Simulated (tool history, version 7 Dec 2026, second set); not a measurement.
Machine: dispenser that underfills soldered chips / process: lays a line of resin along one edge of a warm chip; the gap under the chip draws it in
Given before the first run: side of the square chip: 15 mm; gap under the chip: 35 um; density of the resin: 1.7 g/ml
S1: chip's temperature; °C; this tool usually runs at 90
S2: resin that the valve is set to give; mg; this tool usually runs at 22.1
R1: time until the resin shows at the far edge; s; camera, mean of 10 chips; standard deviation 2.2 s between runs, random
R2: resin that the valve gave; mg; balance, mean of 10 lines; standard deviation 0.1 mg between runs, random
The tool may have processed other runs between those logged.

run,hour,S1,S2,R1,R2
1,0,90,22.1,236,21.68
2,4.2,90,22.1,284.9,21.4
3,6.3,90,22.1,317.3,21.64
4,10,99,22.1,274.8,21.57
# hour 12.9: new syringe of resin
5,12.9,99,22.1,164.6,21.45
6,16.8,87,22.1,300.7,21.61
7,21.2,90,22.1,329.2,21.34
8,24.4,90,22.1,376.9,21.45
# hour 26.2: new syringe of resin
9,28.7,90,22.1,255.5,21.33
10,32,90,22.1,299.9,21.47
11,34.5,90,22.1,327.5,21.5
12,37.9,90,24.4,389,23.51
# hour 39.4: new syringe of resin
13,42,99,22.1,202.3,21.32
14,44.1,99,22.1,215.8,21.35
15,48.1,99,22.1,265.3,21.24
16,52,99,22.1,316.6,21.15
# hour 52.6: new syringe of resin
17,54.9,90,22.1,252.1,21.25
18,58.1,89,22.1,308.3,21.08
19,60.5,90,25.3,332.4,24.05
20,62.8,90,25.3,372.8,24.36
# hour 65.8: new syringe of resin
21,66.7,89,23.4,246.3,22.51
22,70,89,23.4,287.8,22.51
23,74.1,89,23.4,348.1,22.31
24,76.2,90,21.4,370.3,20.34
# hour 78.8: new syringe of resin
25,81,90,21.4,264.3,20.28
26,84.9,90,21.4,309.4,20.46
27,88.5,90,21.4,368,20.22
# hour 92.1: new syringe of resin
28,92.9,95,21.9,203.2,20.75
29,96.7,82,25.3,370.2,23.84
30,100.9,99,24.7,252.9,23.46
# hour 104.4: dispensing valve cleaned and set on the balance
31,105.5,102,24.7,268.3,24.97
# hour 106.1: new syringe of resin
32,110.1,85,23,321.8,23.03
33,114.5,84,23.8,413.4,23.7
34,117.5,84,23.8,477.9,23.66

Alternative continuations, all from the tool just after run 34; predict every row:
# hour 119.3: new syringe of resin
A,121.3,87,19.5,?,?
# hour 119.3: new syringe of resin
B,121.3,82,21.7,?,?
# hour 119.3: new syringe of resin
C,121.3,84,22.4,?,?
# hour 119.3: new syringe of resin
D,121.3,102,22.1,?,?
# hour 119.3: new syringe of resin
E,121.3,84,22.9,?,?

run,R1,R2
A,284.8,19.39
B,337.8,21.52
C,314.6,22.31
D,176.2,21.97
E,312,22.88
With the hidden condition removed and each run's random variation left untouched, the same runs would have given:
run,R1,R2
A,245.6,19.49
B,291,21.64
C,271.2,22.43
D,152.6,22.08
E,269,23
